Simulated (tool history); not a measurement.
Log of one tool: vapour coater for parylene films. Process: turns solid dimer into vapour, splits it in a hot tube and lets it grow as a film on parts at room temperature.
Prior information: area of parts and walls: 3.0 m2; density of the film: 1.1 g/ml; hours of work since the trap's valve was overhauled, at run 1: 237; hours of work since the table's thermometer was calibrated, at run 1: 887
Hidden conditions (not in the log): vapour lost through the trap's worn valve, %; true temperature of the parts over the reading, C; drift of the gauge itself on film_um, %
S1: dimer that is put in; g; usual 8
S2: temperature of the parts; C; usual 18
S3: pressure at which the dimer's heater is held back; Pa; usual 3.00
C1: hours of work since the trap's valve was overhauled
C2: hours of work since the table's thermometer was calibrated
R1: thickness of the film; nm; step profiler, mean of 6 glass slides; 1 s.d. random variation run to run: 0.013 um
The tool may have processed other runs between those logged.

| run | hour | S1 | S2 | S3 | C1 | C2 | R1 |
|---|---|---|---|---|---|---|---|
| 1 | 0.0 | 8 | 18 | 3.00 | 237 | 887 | 1470 |
| 2 | 22.6 | 8 | 18 | 5.66 | 254 | 904 | 1360 |
| 3 | 60.9 | 8 | 18 | 5.66 | 284 | 934 | 1310 |
|  | 78.8 | trap's valve overhauled |
| 4 | 89.8 | 8 | 18 | 3.00 | 8 | 953 | 1620 |
| 5 | 129.5 | 8 | 10 | 3.00 | 39 | 984 | 2060 |
| 6 | 156.2 | 8 | 10 | 3.00 | 60 | 1004 | 2040 |
| 7 | 177.5 | 8 | 10 | 3.00 | 76 | 1021 | 2030 |
| 8 | 196.3 | 8 | 19 | 3.00 | 91 | 1035 | 1550 |
| 9 | 216.5 | 8 | 19 | 3.00 | 106 | 1051 | 1510 |
| 10 | 239.6 | 8 | 19 | 3.00 | 124 | 1068 | 1530 |
| 11 | 262.8 | 8 | 19 | 3.00 | 142 | 1086 | 1500 |
| 12 | 300.2 | 8 | 19 | 3.00 | 171 | 1115 | 1490 |
| 13 | 324.0 | 8 | 28 | 3.00 | 189 | 1134 | 1110 |
| 14 | 362.5 | 8 | 18 | 4.04 | 219 | 1163 | 1430 |
| 15 | 401.9 | 8 | 18 | 4.04 | 249 | 1194 | 1410 |
| 16 | 443.3 | 8 | 18 | 4.04 | 281 | 1225 | 1380 |
|  | 464.9 | trap's valve overhauled |
| 17 | 485.9 | 4 | 15 | 4.83 | 16 | 1255 | 850 |
| 18 | 530.0 | 12 | 25 | 2.35 | 50 | 1289 | 2050 |
| 19 | 570.5 | 10 | 12 | 2.75 | 81 | 1320 | 2440 |
| 20 | 592.0 | 10 | 12 | 2.75 | 98 | 1337 | 2450 |
| 21 | 613.2 | 10 | 12 | 2.75 | 114 | 1353 | 2410 |
| 22 | 631.4 | 4 | 10 | 2.85 | 128 | 1367 | 1000 |
| 23 | 659.5 | 4 | 10 | 2.85 | 150 | 1389 | 1000 |
| 24 | 693.2 | 11 | 14 | 5.68 | 176 | 1415 | 2170 |
| 25 | 731.0 | 11 | 14 | 6.26 | 205 | 1444 | 2120 |
| 26 | 754.3 | 4 | 18 | 2.14 | 223 | 1462 | 780 |
| 27 | 793.9 | 4 | 18 | 2.14 | 254 | 1493 | 780 |
| 28 | 821.8 | 11 | 25 | 3.00 | 275 | 1514 | 1680 |
|  | 851.2 | trap's valve overhauled |
| 29 | 869.5 | 11 | 25 | 3.00 | 14 | 1548 | 1830 |
| 30 | 897.7 | 11 | 25 | 3.00 | 36 | 1570 | 1840 |
| 31 | 926.3 | 8 | 25 | 5.96 | 58 | 1592 | 1200 |

What differs in the tool's unlogged condition from the final listed run ahead of each entry between runs to the first listed run following it?
From run 3 to run 4: trap's valve overhauled (hour 78.8)
  vapour lost through the trap's worn valve, %: 13.4 -> 1; true temperature of the parts over the reading, C: -0.51 -> -0.52
  the result without the hidden state subtracted from the measured one, R1: -180 -> +0 nm
From run 16 to run 17: trap's valve overhauled (hour 464.9)
  vapour lost through the trap's worn valve, %: 13.2 -> 0.7; true temperature of the parts over the reading, C: -0.65 -> -0.67
  the result without the hidden state subtracted from the measured one, R1: -180 -> +10 nm
From run 28 to run 29: trap's valve overhauled (hour 851.2)
  vapour lost through the trap's worn valve, %: 12.2 -> 0.9; true temperature of the parts over the reading, C: -0.79 -> -0.81
  the result without the hidden state subtracted from the measured one, R1: -190 -> +30 nm
